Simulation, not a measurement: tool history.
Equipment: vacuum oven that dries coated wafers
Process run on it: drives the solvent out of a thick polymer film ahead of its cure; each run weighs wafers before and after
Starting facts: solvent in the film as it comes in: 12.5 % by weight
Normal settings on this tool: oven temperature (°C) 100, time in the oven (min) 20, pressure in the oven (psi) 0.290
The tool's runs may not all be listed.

run,hour,oven temperature (°C),time in the oven (min),pressure in the oven (psi),solvent left in the film (%)
1,0.0,100,20,0.290,2.73
2,9.0,100,20,0.290,2.73
3,17.7,100,20,0.290,2.68
4,25.8,100,27,0.290,1.92
5,31.6,100,14,0.290,3.87
6,42.7,100,14,0.290,3.93
7,47.6,100,20,0.290,2.72
8,56.5,100,20,0.290,2.71
9,64.2,100,32,0.290,1.64
10,74.4,90,20,0.290,4.92
11,84.3,100,20,0.290,2.75
12,91.5,100,20,0.290,2.73
13,101.1,110,20,0.290,1.25
14,108.4,110,20,0.290,1.18
15,119.6,100,20,0.290,2.71
16,126.4,100,20,0.290,2.70
17,138.1,100,12,0.290,4.36
18,148.1,100,12,0.290,4.37
19,154.3,100,12,0.290,4.34
20,162.4,100,12,0.290,4.31
21,171.7,100,12,0.290,4.35
22,181.5,100,16,0.290,3.37
23,191.3,100,13,0.290,4.06
24,197.8,103,13,0.673,4.34
25,204.9,109,34,0.937,2.41
26,211.0,111,26,0.290,0.84
27,217.8,105,26,0.274,1.30
28,226.5,102,12,1.012,5.59
29,237.2,102,12,1.012,5.48
30,248.9,94,22,0.290,3.65
31,253.8,88,23,0.196,4.57
32,261.3,100,20,0.450,3.19
33,268.9,114,15,1.056,2.71
34,277.8,97,20,0.621,4.29
35,286.5,106,20,0.290,1.72
36,293.8,91,29,0.290,3.44
37,299.2,91,29,0.290,3.44
38,304.3,100,26,0.273,1.98
39,314.4,100,10,0.748,5.99
40,322.3,100,10,0.241,4.84
41,328.2,88,34,0.410,4.19
42,338.2,113,26,0.189,0.56
43,348.4,113,26,0.189,0.58
44,353.6,113,26,0.189,0.52

Run 45, settings as shown, results not yet in. Your forecast:
45,358.6,113,26,0.189,?

For run 45 the tool returned solvent left in the film (%) 0.57.
With no hidden state in the tool, this same run would have given solvent left in the film (%) 0.60.
